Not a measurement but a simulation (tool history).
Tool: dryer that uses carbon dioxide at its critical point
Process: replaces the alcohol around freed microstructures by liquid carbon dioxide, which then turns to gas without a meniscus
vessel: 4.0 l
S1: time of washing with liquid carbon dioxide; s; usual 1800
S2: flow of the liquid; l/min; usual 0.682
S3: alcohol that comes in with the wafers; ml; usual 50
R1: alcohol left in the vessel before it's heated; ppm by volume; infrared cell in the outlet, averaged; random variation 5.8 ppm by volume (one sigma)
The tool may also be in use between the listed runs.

| run | day | S1 | S2 | S3 | R1 |
|---|---|---|---|---|---|
| 1 | 0.000 | 1800 | 0.682 | 50 | 341 |
| 2 | 0.754 | 1800 | 0.682 | 50 | 346 |
| 3 | 1.717 | 1860 | 0.682 | 50 | 322 |
| 4 | 2.379 | 1860 | 0.682 | 50 | 327 |
| 5 | 3.125 | 1860 | 0.899 | 50 | 195 |
| 6 | 3.646 | 1860 | 0.899 | 50 | 193 |
| 7 | 4.308 | 1860 | 0.899 | 50 | 200 |
| 8 | 5.342 | 1800 | 0.682 | 98 | 586 |
| 9 | 6.329 | 1800 | 0.568 | 50 | 592 |
| 10 | 6.896 | 1800 | 0.568 | 50 | 589 |
| 11 | 7.408 | 1800 | 0.457 | 50 | 978 |
| 12 | 8.092 | 1800 | 0.457 | 50 | 977 |
| 13 | 9.242 | 1800 | 0.457 | 50 | 1068 |
| 14 | 10.388 | 1800 | 0.457 | 50 | 1066 |
| 15 | 11.025 | 1800 | 0.457 | 50 | 1057 |
| 16 | 11.975 | 1800 | 0.457 | 50 | 1078 |
| 17 | 12.662 | 1800 | 0.682 | 50 | 419 |
| 18 | 13.796 | 1800 | 0.764 | 50 | 343 |
|  | 14.008 | purifier's bed changed |
| 19 | 14.800 | 1800 | 0.682 | 50 | 247 |
| 20 | 15.838 | 1800 | 1.049 | 50 | 44 |
| 21 | 17.008 | 1800 | 1.049 | 50 | 53 |
| 22 | 17.829 | 1800 | 1.049 | 50 | 60 |
| 23 | 18.333 | 1800 | 1.049 | 50 | 54 |

Run 24 comes next. What will it give?
| 24 | 19.262 | 1800 | 0.682 | 85 | ? |

Run 24 gave R1 461 ppm by volume.
Without the tool's hidden state the same run would have given R1 323 ppm by volume.
